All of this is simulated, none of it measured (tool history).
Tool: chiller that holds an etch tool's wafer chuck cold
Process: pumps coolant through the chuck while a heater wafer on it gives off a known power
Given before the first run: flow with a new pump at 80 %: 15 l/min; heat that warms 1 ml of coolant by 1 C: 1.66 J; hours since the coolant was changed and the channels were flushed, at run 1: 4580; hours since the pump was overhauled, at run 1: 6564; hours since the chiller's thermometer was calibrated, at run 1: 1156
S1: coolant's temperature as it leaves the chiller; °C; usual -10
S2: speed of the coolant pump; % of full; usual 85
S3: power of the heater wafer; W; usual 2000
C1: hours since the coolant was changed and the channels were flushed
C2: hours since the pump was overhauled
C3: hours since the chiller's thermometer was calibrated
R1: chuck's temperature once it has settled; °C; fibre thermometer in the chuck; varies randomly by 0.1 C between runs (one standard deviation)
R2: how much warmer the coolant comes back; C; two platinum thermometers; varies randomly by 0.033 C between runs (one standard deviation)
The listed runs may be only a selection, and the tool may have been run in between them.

| run | day | S1 | S2 | S3 | C1 | C2 | C3 | R1 | R2 |
|---|---|---|---|---|---|---|---|---|---|
| 1 | 0.000 | -10 | 85 | 2000 | 4580 | 6564 | 1156 | 8.4 | 4.95 |
| 2 | 5.229 | -10 | 85 | 2660 | 4706 | 6690 | 1281 | 14.5 | 6.62 |
| 3 | 9.562 | -10 | 85 | 2660 | 4810 | 6794 | 1385 | 14.8 | 6.65 |
| 4 | 19.008 | -10 | 85 | 2660 | 5036 | 7021 | 1612 | 14.9 | 6.63 |
| 5 | 25.192 | -10 | 85 | 2660 | 5185 | 7169 | 1760 | 14.9 | 6.63 |
| 6 | 31.238 | -10 | 85 | 2660 | 5330 | 7314 | 1906 | 15.2 | 6.64 |
| 7 | 36.738 | -10 | 85 | 2660 | 5462 | 7446 | 2038 | 15.1 | 6.67 |
|  | 42.654 | chiller's thermometer calibrated |
| 8 | 45.662 | -10 | 85 | 2660 | 5675 | 7659 | 72 | 15.3 | 6.64 |
| 9 | 50.408 | -10 | 85 | 2660 | 5789 | 7773 | 186 | 15.5 | 6.71 |
| 10 | 58.496 | -10 | 87 | 2000 | 5983 | 7967 | 380 | 8.9 | 4.90 |
| 11 | 63.562 | -12 | 76 | 1009 | 6105 | 8089 | 502 | -1.4 | 2.82 |
| 12 | 67.550 | -12 | 76 | 1009 | 6200 | 8185 | 598 | -1.3 | 2.86 |
| 13 | 75.358 | -10 | 79 | 1522 | 6388 | 8372 | 785 | 6.0 | 4.16 |
| 14 | 80.383 | -17 | 84 | 1689 | 6508 | 8492 | 905 | -0.2 | 4.33 |
| 15 | 89.929 | -17 | 84 | 1689 | 6738 | 8722 | 1135 | -0.1 | 4.38 |
| 16 | 98.329 | -17 | 84 | 1689 | 6939 | 8923 | 1336 | 0.1 | 4.37 |
| 17 | 104.633 | -3 | 77 | 1689 | 7090 | 9074 | 1487 | 15.6 | 4.77 |
| 18 | 114.183 | -3 | 92 | 1914 | 7320 | 9304 | 1717 | 14.9 | 4.57 |
| 19 | 118.154 | -17 | 65 | 1142 | 7415 | 9399 | 1812 | -2.5 | 3.86 |

Hidden state at the last listed run before each entry between runs and at the first one after, where it differs:
Between runs 7 and 8: chiller's thermometer calibrated (day 42.654)
  heat passed by the chuck's channels, % of clean ones': 89.7 -> 89.3; flow at a given pump speed, % of a new pump's: 90.3 -> 90; coolant's true temperature over the reading, C: -0.05 -> 0.04
  measured result minus the result with no hidden state, R1: +4.1 -> +4.4 °C; R2: +0.65 -> +0.67 C
